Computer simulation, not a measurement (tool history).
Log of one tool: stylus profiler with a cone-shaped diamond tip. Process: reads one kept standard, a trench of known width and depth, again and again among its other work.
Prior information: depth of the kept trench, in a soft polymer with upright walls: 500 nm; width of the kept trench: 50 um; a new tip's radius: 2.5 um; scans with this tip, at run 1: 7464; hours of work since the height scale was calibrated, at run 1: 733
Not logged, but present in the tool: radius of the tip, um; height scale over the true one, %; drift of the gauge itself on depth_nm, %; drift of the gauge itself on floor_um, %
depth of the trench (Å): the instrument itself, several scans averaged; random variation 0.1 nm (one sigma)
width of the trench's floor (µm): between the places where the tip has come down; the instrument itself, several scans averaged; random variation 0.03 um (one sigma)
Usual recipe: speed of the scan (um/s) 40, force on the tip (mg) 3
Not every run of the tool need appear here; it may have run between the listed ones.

| run | day | speed of the scan (um/s) | force on the tip (mg) | scans with this tip | hours of work since the height scale was calibrated | depth of the trench (Å) | width of the trench's floor (µm) |
|---|---|---|---|---|---|---|---|
| 1 | 0 | 40 | 3 | 7464 | 733 | 5068.2 | 45.87 |
| 2 | 2.1 | 40 | 3 | 7775 | 763 | 5066.7 | 45.83 |
| 3 | 4.142 | 68 | 3 | 8077 | 793 | 5065.7 | 45.7 |
| 4 | 6.3 | 68 | 3 | 8396 | 824 | 5067.6 | 45.64 |
| 5 | 7.796 | 68 | 3 | 8617 | 846 | 5066.4 | 45.64 |
| 6 | 9.529 | 40 | 3 | 8873 | 871 | 5066 | 45.7 |
| 7 | 11.321 | 40 | 7.15 | 9139 | 897 | 5122.9 | 45.7 |
| 8 | 12.762 | 40 | 7.15 | 9352 | 918 | 5121.6 | 45.68 |
| 9 | 14.738 | 23 | 3 | 9644 | 947 | 5064.6 | 45.65 |
| 10 | 16.879 | 22 | 3 | 9960 | 978 | 5066.5 | 45.61 |
| 11 | 18.446 | 11 | 3 | 10192 | 1001 | 5066.2 | 45.67 |
| 12 | 19.862 | 40 | 2.57 | 10402 | 1021 | 5058 | 45.51 |
| 13 | 20.896 | 40 | 2.41 | 10554 | 1036 | 5056.7 | 45.43 |
| 14 | 22.05 | 40 | 2.41 | 10725 | 1053 | 5056 | 45.47 |
| 15 | 23.542 | 40 | 2.41 | 10946 | 1075 | 5054.5 | 45.5 |
| 16 | 25.146 | 40 | 2.41 | 11183 | 1098 | 5055.2 | 45.45 |
| 17 | 26.758 | 18 | 3 | 11421 | 1122 | 5067.1 | 45.49 |
| 18 | 28.904 | 40 | 3 | 11739 | 1153 | 5063.4 | 45.41 |
| 19 | 30.071 | 40 | 3 | 11911 | 1170 | 5066.7 | 45.36 |
| 20 | 31.575 | 40 | 2.05 | 12134 | 1191 | 5048.5 | 45.34 |
| 21 | 33.642 | 40 | 6.73 | 12439 | 1221 | 5114.2 | 45.33 |
| 22 | 35.85 | 40 | 6.73 | 12766 | 1254 | 5116.3 | 45.33 |
| 23 | 37.525 | 40 | 6.73 | 13014 | 1278 | 5116.8 | 45.29 |
| 24 | 39.175 | 40 | 6.73 | 13257 | 1302 | 5114.7 | 45.3 |
| 25 | 41.583 | 83 | 6.01 | 13614 | 1337 | 5106.7 | 45.19 |
| 26 | 42.896 | 13 | 6.01 | 13808 | 1356 | 5106.4 | 45.26 |
| 27 | 44.271 | 58 | 3.06 | 14011 | 1376 | 5064.2 | 45.04 |
| 28 | 45.871 | 45 | 3 | 14248 | 1399 | 5062.2 | 45.14 |
| 29 | 47.45 | 80 | 3.77 | 14481 | 1422 | 5075.8 | 45.01 |
| 30 | 49.042 | 40 | 2.94 | 14716 | 1445 | 5062 | 45.07 |
| 31 | 50.083 | 40 | 2.94 | 14871 | 1460 | 5061.7 | 45.07 |
| 32 | 51.629 | 40 | 2.94 | 15099 | 1483 | 5063.6 | 45.06 |
| 33 | 53.162 | 18 | 5.69 | 15326 | 1505 | 5099.6 | 45.14 |
| 34 | 55.108 | 140 | 6.66 | 15614 | 1533 | 5112.1 | 44.83 |
| 35 | 56.825 | 18 | 1.06 | 15868 | 1558 | 5026.8 | 45 |
| 36 | 58.083 | 18 | 1.06 | 16054 | 1576 | 5026.3 | 44.93 |
| 37 | 59.171 | 71 | 3.05 | 16215 | 1592 | 5061.3 | 44.88 |
| 38 | 60.462 | 38 | 4.33 | 16406 | 1611 | 5083 | 45.01 |
| 39 | 61.975 | 18 | 5.53 | 16629 | 1633 | 5100 | 45.02 |
| 40 | 64.338 | 18 | 1.74 | 16979 | 1667 | 5038.8 | 44.95 |
| 41 | 65.671 | 18 | 1.74 | 17176 | 1687 | 5040.9 | 44.93 |
| 42 | 66.967 | 23 | 1.15 | 17367 | 1705 | 5027.3 | 44.83 |
| 43 | 68.967 | 23 | 1.15 | 17663 | 1734 | 5028.2 | 44.83 |
| 44 | 70.929 | 32 | 6.08 | 17953 | 1763 | 5103.6 | 44.81 |
| 45 | 72.171 | 49 | 3.55 | 18137 | 1781 | 5069.5 | 44.74 |
| 46 | 73.292 | 49 | 3.55 | 18303 | 1797 | 5068 | 44.76 |

Table of differences, measured result less the result of that run with no hidden state. Run-to-run variation is the same in both. Gauge scatter possibly is not:
| run | depth of the trench (Å) | width of the trench's floor (µm) |
|---|---|---|
| 1 | -4.6 | -1.01 |
| 2 | -4.8 | -1.06 |
| 3 | -5.1 | -1.09 |
| 4 | -5.2 | -1.13 |
| 5 | -5.3 | -1.15 |
| 6 | -5.5 | -1.18 |
| 7 | -5.7 | -1.21 |
| 8 | -5.9 | -1.23 |
| 9 | -6 | -1.26 |
| 10 | -6.2 | -1.29 |
| 11 | -6.3 | -1.32 |
| 12 | -6.4 | -1.34 |
| 13 | -6.5 | -1.35 |
| 14 | -6.6 | -1.37 |
| 15 | -6.8 | -1.4 |
| 16 | -6.9 | -1.42 |
| 17 | -7.1 | -1.45 |
| 18 | -7.3 | -1.49 |
| 19 | -7.4 | -1.5 |
| 20 | -7.4 | -1.52 |
| 21 | -7.8 | -1.55 |
| 22 | -8 | -1.59 |
| 23 | -8.1 | -1.61 |
| 24 | -8.2 | -1.64 |
| 25 | -8.4 | -1.67 |
| 26 | -8.6 | -1.69 |
| 27 | -8.6 | -1.71 |
| 28 | -8.8 | -1.74 |
| 29 | -8.9 | -1.76 |
| 30 | -9 | -1.77 |
| 31 | -9.2 | -1.79 |
| 32 | -9.3 | -1.81 |
| 33 | -9.5 | -1.84 |
| 34 | -9.8 | -1.87 |
| 35 | -9.7 | -1.89 |
| 36 | -9.9 | -1.91 |
| 37 | -10 | -1.93 |
| 38 | -10.2 | -1.94 |
| 39 | -10.4 | -1.96 |
| 40 | -10.5 | -1.99 |
| 41 | -10.6 | -2.01 |
| 42 | -10.7 | -2.04 |
| 43 | -10.9 | -2.06 |
| 44 | -11.2 | -2.1 |
| 45 | -11.3 | -2.11 |
| 46 | -11.3 | -2.12 |

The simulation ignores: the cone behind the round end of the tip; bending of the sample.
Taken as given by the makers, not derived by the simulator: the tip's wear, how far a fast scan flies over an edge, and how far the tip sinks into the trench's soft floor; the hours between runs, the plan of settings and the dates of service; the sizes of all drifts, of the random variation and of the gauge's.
